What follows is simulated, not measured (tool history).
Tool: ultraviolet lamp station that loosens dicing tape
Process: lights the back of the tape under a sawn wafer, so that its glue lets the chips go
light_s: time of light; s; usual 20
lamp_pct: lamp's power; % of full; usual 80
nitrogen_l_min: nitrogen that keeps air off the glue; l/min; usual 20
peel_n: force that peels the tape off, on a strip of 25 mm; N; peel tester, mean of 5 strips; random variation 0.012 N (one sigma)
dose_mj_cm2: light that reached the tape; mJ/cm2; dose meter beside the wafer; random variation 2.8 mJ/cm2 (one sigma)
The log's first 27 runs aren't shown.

| run | hour | light_s | lamp_pct | nitrogen_l_min | peel_n | dose_mj_cm2 |
|---|---|---|---|---|---|---|
| 28 | 1861.7 | 23 | 63 | 8 | 1.759 | 224 |
| 29 | 1925.9 | 23 | 63 | 8 | 1.898 | 215 |
| 30 | 2022 | 36 | 64 | 14 | 0.823 | 317 |
| 31 | 2125.7 | 14 | 80 | 11 | 2.507 | 142 |
|  | 2150.2 | lamp changed |
| 32 | 2197.4 | 14 | 63 | 11 | 1.902 | 186 |
| 33 | 2282.8 | 18 | 61 | 16 | 1.374 | 222 |
| 34 | 2357.3 | 12 | 61 | 16 | 2.067 | 140 |
| 35 | 2459 | 12 | 61 | 16 | 2.268 | 135 |
| 36 | 2542 | 31 | 80 | 19 | 0.439 | 432 |
| 37 | 2609.6 | 31 | 80 | 19 | 0.496 | 412 |
|  | 2680.2 | window cleaned of glue's vapour |
| 38 | 2683.3 | 31 | 80 | 19 | 0.428 | 449 |
| 39 | 2755.8 | 20 | 80 | 13 | 1.076 | 279 |
| 40 | 2846.5 | 20 | 85 | 19 | 0.932 | 272 |
| 41 | 2893.3 | 13 | 85 | 23 | 1.566 | 169 |

The next listed run, before its measurement:
| 42 | 2983.5 | 37 | 89 | 23 | ? | ? |

peel_n: 0.339 N
dose_mj_cm2: 479 mJ/cm2
Without the tool's hidden state the same run would have given peel_n 0.237 N, dose_mj_cm2 779 mJ/cm2.
